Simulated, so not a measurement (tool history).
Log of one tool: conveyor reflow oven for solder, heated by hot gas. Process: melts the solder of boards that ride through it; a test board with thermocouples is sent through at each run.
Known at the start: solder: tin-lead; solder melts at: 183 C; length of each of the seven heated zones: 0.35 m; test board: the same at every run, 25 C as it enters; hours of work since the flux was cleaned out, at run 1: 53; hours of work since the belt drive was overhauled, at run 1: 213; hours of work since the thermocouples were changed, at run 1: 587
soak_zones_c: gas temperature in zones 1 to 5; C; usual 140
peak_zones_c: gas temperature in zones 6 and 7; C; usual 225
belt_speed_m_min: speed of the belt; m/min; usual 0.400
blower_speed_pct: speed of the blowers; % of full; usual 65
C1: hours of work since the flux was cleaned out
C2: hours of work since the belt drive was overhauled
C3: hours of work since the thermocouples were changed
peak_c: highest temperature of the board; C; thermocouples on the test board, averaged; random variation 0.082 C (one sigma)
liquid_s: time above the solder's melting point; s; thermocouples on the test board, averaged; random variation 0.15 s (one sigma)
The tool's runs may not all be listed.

Run 1, hour 0.0: usual settings; C1 53; C2 213; C3 587. Result: peak_c 213.20 C, liquid_s 76.5 s.
At hour 35.7: thermocouples of zones 6 and 7 changed.
Run 2, hour 59.0: usual settings; C1 93; C2 253; C3 16. Result: peak_c 211.38 C, liquid_s 74.4 s.
Run 3, hour 154.6: usual settings but blower_speed_pct 81 % of full; C1 160; C2 319; C3 83. Result: peak_c 213.36 C, liquid_s 77.3 s.
Run 4, hour 251.4: usual settings but blower_speed_pct 81 % of full; C1 227; C2 387; C3 150. Result: peak_c 213.01 C, liquid_s 76.9 s.
At hour 313.5: flux residue cleaned out of gas plates and filters.
Run 5, hour 343.7: usual settings but blower_speed_pct 81 % of full; C1 21; C2 448; C3 211. Result: peak_c 214.70 C, liquid_s 79.8 s.
Run 6, hour 391.0: usual settings but blower_speed_pct 81 % of full; C1 54; C2 481; C3 244. Result: peak_c 214.68 C, liquid_s 79.7 s.
Run 7, hour 480.8: usual settings but blower_speed_pct 81 % of full; C1 116; C2 543; C3 306. Result: peak_c 214.48 C, liquid_s 79.3 s.
Run 8, hour 559.9: usual settings but blower_speed_pct 81 % of full; C1 171; C2 598; C3 361. Result: peak_c 213.97 C, liquid_s 78.8 s.
Run 9, hour 645.1: usual settings but soak_zones_c 146 C, belt_speed_m_min 0.383 m/min; C1 231; C2 657; C3 421. Result: peak_c 214.02 C, liquid_s 85.5 s.
At hour 704.2: flux residue cleaned out of gas plates and filters.
Run 10, hour 715.9: usual settings but peak_zones_c 223 C, belt_speed_m_min 0.382 m/min; C1 8; C2 703; C3 466. Result: peak_c 213.03 C, liquid_s 81.4 s.

3 ways to go on from here, each from the tool as it stands after run 10. What would each give?
Run A, hour 792.3: usual settings but soak_zones_c 150 C, peak_zones_c 232 C, belt_speed_m_min 0.369 m/min; C1 61; C2 756; C3 519. Result: peak_c ?, liquid_s ?.
Run B, hour 792.3: usual settings but peak_zones_c 222 C, belt_speed_m_min 0.364 m/min, blower_speed_pct 79 % of full; C1 61; C2 756; C3 519. Result: peak_c ?, liquid_s ?.
Run C, hour 792.3: usual settings but soak_zones_c 137 C, peak_zones_c 223 C, belt_speed_m_min 0.367 m/min; C1 61; C2 756; C3 519. Result: peak_c ?, liquid_s ?.

run  peak_c  liquid_s
  A  222.92     101.3
  B  214.49      89.1
  C  213.19      84.2
Without the tool's hidden state the same runs would have given:
run  peak_c  liquid_s
  A  221.76      98.6
  B  213.37      86.5
  C  212.04      81.4
